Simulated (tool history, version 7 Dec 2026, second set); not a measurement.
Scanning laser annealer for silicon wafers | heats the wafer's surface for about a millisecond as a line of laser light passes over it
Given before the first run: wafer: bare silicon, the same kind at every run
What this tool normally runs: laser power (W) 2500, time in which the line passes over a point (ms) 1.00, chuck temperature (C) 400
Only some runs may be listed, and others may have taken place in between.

run	hour	laser power (W)	time in which the line passes over a point (ms)	chuck temperature (C)	highest temperature of the surface (C)
1	0.0	2500	1.00	400	1203
2	59.6	2500	1.00	400	1203
3	158.5	2500	1.00	400	1200
4	233.4	2500	1.14	400	1258
5	319.5	2500	1.00	380	1183
6	404.3	2500	1.00	380	1182
7	486.4	2500	1.00	400	1199
8	580.2	2500	1.00	400	1201
9	671.0	2500	1.00	400	1205
10	770.4	2500	1.00	400	1202
11	812.7	2500	1.00	400	1201
12	905.0	2652	1.03	437	1294
13	945.3	2390	0.78	421	1094
14	988.4	2390	0.78	421	1092
15	1046.7	2318	0.78	365	1022
16	1130.3	2460	0.71	385	1045
17	1192.1	2460	0.71	385	1046
18	1270.2	2500	1.00	421	1223
19	1354.5	2725	1.24	421	1394
20	1435.3	2725	1.24	421	1395

Not shown here: 3 entries made in the log between runs. Locate each between two listed runs and compare the hidden state at the listed run before it with the hidden state at the listed run after it:
In the gap between runs 2 and 3: window over the wafer cleaned (hour 69.1)
  light that passes the window, % of a clean one's: 99.89 -> 99.98; width of the line over the set one, %: 0.04 -> 0.05
In the gap between runs 9 and 10: optics aligned, line set to its width (hour 750.5)
  light that passes the window, % of a clean one's: 99.92 -> 99.91; width of the line over the set one, %: 0.06 -> 0
In the gap between runs 15 and 16: window over the wafer cleaned (hour 1125.4)
  light that passes the window, % of a clean one's: 99.88 -> 100
